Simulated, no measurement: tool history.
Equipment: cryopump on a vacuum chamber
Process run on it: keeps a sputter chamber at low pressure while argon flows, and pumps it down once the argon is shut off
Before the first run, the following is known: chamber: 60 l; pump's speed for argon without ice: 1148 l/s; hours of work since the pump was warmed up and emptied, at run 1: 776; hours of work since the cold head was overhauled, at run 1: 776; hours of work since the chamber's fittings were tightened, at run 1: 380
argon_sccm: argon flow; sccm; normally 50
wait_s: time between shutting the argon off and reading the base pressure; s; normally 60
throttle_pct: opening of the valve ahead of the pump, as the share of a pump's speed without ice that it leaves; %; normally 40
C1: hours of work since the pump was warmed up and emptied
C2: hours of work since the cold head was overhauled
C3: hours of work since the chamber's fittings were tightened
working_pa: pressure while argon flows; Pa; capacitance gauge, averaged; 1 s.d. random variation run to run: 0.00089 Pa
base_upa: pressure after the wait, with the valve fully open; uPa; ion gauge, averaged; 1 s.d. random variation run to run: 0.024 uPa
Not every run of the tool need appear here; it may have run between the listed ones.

{"run": 1, "hour": 0.0, "argon_sccm": 50, "wait_s": 60, "throttle_pct": 40, "C1": 776, "C2": 776, "C3": 380, "working_pa": 0.1981, "base_upa": 2.45}
{"run": 2, "hour": 14.1, "argon_sccm": 50, "wait_s": 60, "throttle_pct": 22, "C1": 785, "C2": 785, "C3": 389, "working_pa": 0.3502, "base_upa": 2.52}
{"run": 3, "hour": 32.3, "argon_sccm": 50, "wait_s": 27, "throttle_pct": 40, "C1": 796, "C2": 796, "C3": 400, "working_pa": 0.2007, "base_upa": 3.31}
{"run": 4, "hour": 49.2, "argon_sccm": 50, "wait_s": 26, "throttle_pct": 40, "C1": 807, "C2": 807, "C3": 411, "working_pa": 0.1993, "base_upa": 3.42}
{"run": 5, "hour": 72.5, "argon_sccm": 50, "wait_s": 26, "throttle_pct": 40, "C1": 822, "C2": 822, "C3": 425, "working_pa": 0.2019, "base_upa": 3.46}
{"run": 6, "hour": 86.6, "argon_sccm": 50, "wait_s": 60, "throttle_pct": 42, "C1": 830, "C2": 830, "C3": 434, "working_pa": 0.1919, "base_upa": 2.65}
{"run": 7, "hour": 116.8, "argon_sccm": 50, "wait_s": 60, "throttle_pct": 42, "C1": 849, "C2": 849, "C3": 453, "working_pa": 0.1926, "base_upa": 2.77}
{"run": 8, "hour": 143.3, "argon_sccm": 50, "wait_s": 60, "throttle_pct": 42, "C1": 866, "C2": 866, "C3": 470, "working_pa": 0.1929, "base_upa": 2.9}
{"run": 9, "hour": 171.7, "argon_sccm": 50, "wait_s": 60, "throttle_pct": 40, "C1": 884, "C2": 884, "C3": 488, "working_pa": 0.2028, "base_upa": 2.97}
{"run": 10, "hour": 195.7, "argon_sccm": 50, "wait_s": 60, "throttle_pct": 40, "C1": 899, "C2": 899, "C3": 503, "working_pa": 0.2031, "base_upa": 3.04}
{"run": 11, "hour": 213.4, "argon_sccm": 50, "wait_s": 27, "throttle_pct": 40, "C1": 910, "C2": 910, "C3": 514, "working_pa": 0.2034, "base_upa": 3.85}
{"run": 12, "hour": 232.3, "argon_sccm": 50, "wait_s": 27, "throttle_pct": 40, "C1": 922, "C2": 922, "C3": 526, "working_pa": 0.2026, "base_upa": 3.86}
{"hour": 249.8, "done": "pump warmed up, emptied and cooled again"}
{"run": 13, "hour": 250.6, "argon_sccm": 50, "wait_s": 60, "throttle_pct": 40, "C1": 1, "C2": 930, "C3": 534, "working_pa": 0.1849, "base_upa": 2.65}
{"run": 14, "hour": 281.9, "argon_sccm": 50, "wait_s": 60, "throttle_pct": 40, "C1": 20, "C2": 950, "C3": 554, "working_pa": 0.1848, "base_upa": 2.81}
{"run": 15, "hour": 307.4, "argon_sccm": 50, "wait_s": 60, "throttle_pct": 40, "C1": 36, "C2": 966, "C3": 570, "working_pa": 0.1846, "base_upa": 2.83}
{"run": 16, "hour": 323.8, "argon_sccm": 50, "wait_s": 60, "throttle_pct": 40, "C1": 46, "C2": 976, "C3": 580, "working_pa": 0.1867, "base_upa": 2.9}
{"run": 17, "hour": 354.3, "argon_sccm": 50, "wait_s": 60, "throttle_pct": 40, "C1": 66, "C2": 995, "C3": 599, "working_pa": 0.1865, "base_upa": 2.81}
{"run": 18, "hour": 385.0, "argon_sccm": 76, "wait_s": 89, "throttle_pct": 30, "C1": 85, "C2": 1014, "C3": 618, "working_pa": 0.3744, "base_upa": 2.78}
{"run": 19, "hour": 411.4, "argon_sccm": 76, "wait_s": 89, "throttle_pct": 30, "C1": 101, "C2": 1031, "C3": 635, "working_pa": 0.3741, "base_upa": 2.76}
{"run": 20, "hour": 442.0, "argon_sccm": 76, "wait_s": 89, "throttle_pct": 30, "C1": 120, "C2": 1050, "C3": 654, "working_pa": 0.3767, "base_upa": 2.98}
{"run": 21, "hour": 456.2, "argon_sccm": 32, "wait_s": 39, "throttle_pct": 34, "C1": 129, "C2": 1059, "C3": 663, "working_pa": 0.1404, "base_upa": 3.5}
{"run": 22, "hour": 471.7, "argon_sccm": 50, "wait_s": 29, "throttle_pct": 39, "C1": 139, "C2": 1069, "C3": 673, "working_pa": 0.1932, "base_upa": 3.94}
{"run": 23, "hour": 486.8, "argon_sccm": 50, "wait_s": 29, "throttle_pct": 39, "C1": 149, "C2": 1078, "C3": 682, "working_pa": 0.1927, "base_upa": 3.9}
{"run": 24, "hour": 513.8, "argon_sccm": 43, "wait_s": 80, "throttle_pct": 39, "C1": 165, "C2": 1095, "C3": 699, "working_pa": 0.166, "base_upa": 3.21}
{"run": 25, "hour": 543.9, "argon_sccm": 80, "wait_s": 26, "throttle_pct": 38, "C1": 184, "C2": 1114, "C3": 718, "working_pa": 0.3134, "base_upa": 4.18}
{"run": 26, "hour": 562.5, "argon_sccm": 50, "wait_s": 60, "throttle_pct": 26, "C1": 196, "C2": 1126, "C3": 729, "working_pa": 0.2879, "base_upa": 3.42}
{"run": 27, "hour": 575.8, "argon_sccm": 50, "wait_s": 60, "throttle_pct": 26, "C1": 204, "C2": 1134, "C3": 738, "working_pa": 0.2856, "base_upa": 3.47}
{"run": 28, "hour": 594.0, "argon_sccm": 50, "wait_s": 60, "throttle_pct": 15, "C1": 216, "C2": 1145, "C3": 749, "working_pa": 0.4964, "base_upa": 3.55}
{"run": 29, "hour": 618.6, "argon_sccm": 34, "wait_s": 60, "throttle_pct": 15, "C1": 231, "C2": 1161, "C3": 765, "working_pa": 0.3368, "base_upa": 3.69}
{"run": 30, "hour": 639.7, "argon_sccm": 32, "wait_s": 60, "throttle_pct": 53, "C1": 244, "C2": 1174, "C3": 778, "working_pa": 0.0921, "base_upa": 3.63}
{"run": 31, "hour": 661.8, "argon_sccm": 32, "wait_s": 60, "throttle_pct": 53, "C1": 258, "C2": 1188, "C3": 792, "working_pa": 0.0933, "base_upa": 3.79}
{"run": 32, "hour": 682.0, "argon_sccm": 32, "wait_s": 60, "throttle_pct": 53, "C1": 271, "C2": 1200, "C3": 804, "working_pa": 0.0925, "base_upa": 3.78}
{"run": 33, "hour": 710.5, "argon_sccm": 23, "wait_s": 254, "throttle_pct": 35, "C1": 289, "C2": 1218, "C3": 822, "working_pa": 0.0992, "base_upa": 3.43}
{"run": 34, "hour": 735.4, "argon_sccm": 22, "wait_s": 32, "throttle_pct": 40, "C1": 304, "C2": 1234, "C3": 838, "working_pa": 0.0825, "base_upa": 4.44}

What if the next run were any one of these 3? Each begins from the tool's condition after run 34:
{"run": "A", "hour": 753.5, "argon_sccm": 75, "wait_s": 60, "throttle_pct": 40, "C1": 316, "C2": 1245, "C3": 849, "working_pa": "?", "base_upa": "?"}
{"run": "B", "hour": 753.5, "argon_sccm": 29, "wait_s": 32, "throttle_pct": 31, "C1": 316, "C2": 1245, "C3": 849, "working_pa": "?", "base_upa": "?"}
{"run": "C", "hour": 753.5, "argon_sccm": 23, "wait_s": 30, "throttle_pct": 40, "C1": 316, "C2": 1245, "C3": 849, "working_pa": "?", "base_upa": "?"}

run=A working_pa=0.2849 base_upa=4.01
run=B working_pa=0.1428 base_upa=4.56
run=C working_pa=0.0876 base_upa=4.64
Take away the tool's hidden state, keep each run's random variation, and the runs would have read:
run=A working_pa=0.2750 base_upa=0.88
run=B working_pa=0.1389 base_upa=1.40
run=C working_pa=0.0846 base_upa=1.47
